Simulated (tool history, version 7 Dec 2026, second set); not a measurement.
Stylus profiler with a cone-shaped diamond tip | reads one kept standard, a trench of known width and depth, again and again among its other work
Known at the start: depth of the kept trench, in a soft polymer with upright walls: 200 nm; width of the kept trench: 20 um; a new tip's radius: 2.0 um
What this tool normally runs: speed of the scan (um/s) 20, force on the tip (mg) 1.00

| run | hour | speed of the scan (um/s) | force on the tip (mg) | depth of the trench (angstrom) | width of the trench's floor (um) |
|---|---|---|---|---|---|
| 1 | 0.0 | 20 | 1.00 | 2007.5 | 18.10 |
| 2 | 106.3 | 20 | 1.00 | 2007.1 | 18.00 |
| 3 | 247.7 | 20 | 1.00 | 2007.2 | 17.92 |
| 4 | 339.2 | 37 | 1.00 | 2007.4 | 17.83 |
| 5 | 460.6 | 20 | 1.00 | 2007.7 | 17.80 |
| 6 | 570.8 | 20 | 1.00 | 2007.8 | 17.73 |
| 7 | 660.5 | 42 | 1.00 | 2007.7 | 17.69 |
| 8 | 723.1 | 42 | 1.00 | 2008.2 | 17.59 |
|  | 842.9 | new tip fitted, height scale calibrated |
| 9 | 845.6 | 42 | 1.00 | 2006.9 | 18.11 |
| 10 | 966.6 | 8 | 0.51 | 2004.4 | 18.21 |
| 11 | 1106.3 | 8 | 0.51 | 2004.2 | 17.98 |
| 12 | 1218.4 | 8 | 1.04 | 2007.2 | 18.01 |
| 13 | 1316.3 | 43 | 0.71 | 2006.5 | 17.81 |
| 14 | 1401.1 | 43 | 0.71 | 2006.4 | 17.82 |
| 15 | 1541.7 | 43 | 1.64 | 2010.5 | 17.76 |
| 16 | 1605.7 | 44 | 1.04 | 2008.2 | 17.65 |

Each row is a separate what-if for the run after 16, all from the same tool condition, not one after another. Results?
| A | 1718.8 | 47 | 1.27 | ? | ? |
| B | 1718.8 | 64 | 2.32 | ? | ? |
| C | 1718.8 | 39 | 2.57 | ? | ? |
| D | 1718.8 | 14 | 0.47 | ? | ? |

| run | depth of the trench (angstrom) | width of the trench's floor (um) |
|---|---|---|
| A | 2009.0 | 17.65 |
| B | 2013.1 | 17.62 |
| C | 2014.1 | 17.72 |
| D | 2004.8 | 17.73 |
Without the tool's hidden state the same runs would have given:
| run | depth of the trench (angstrom) | width of the trench's floor (um) |
|---|---|---|
| A | 2008.1 | 18.14 |
| B | 2012.2 | 18.11 |
| C | 2013.2 | 18.21 |
| D | 2003.9 | 18.22 |
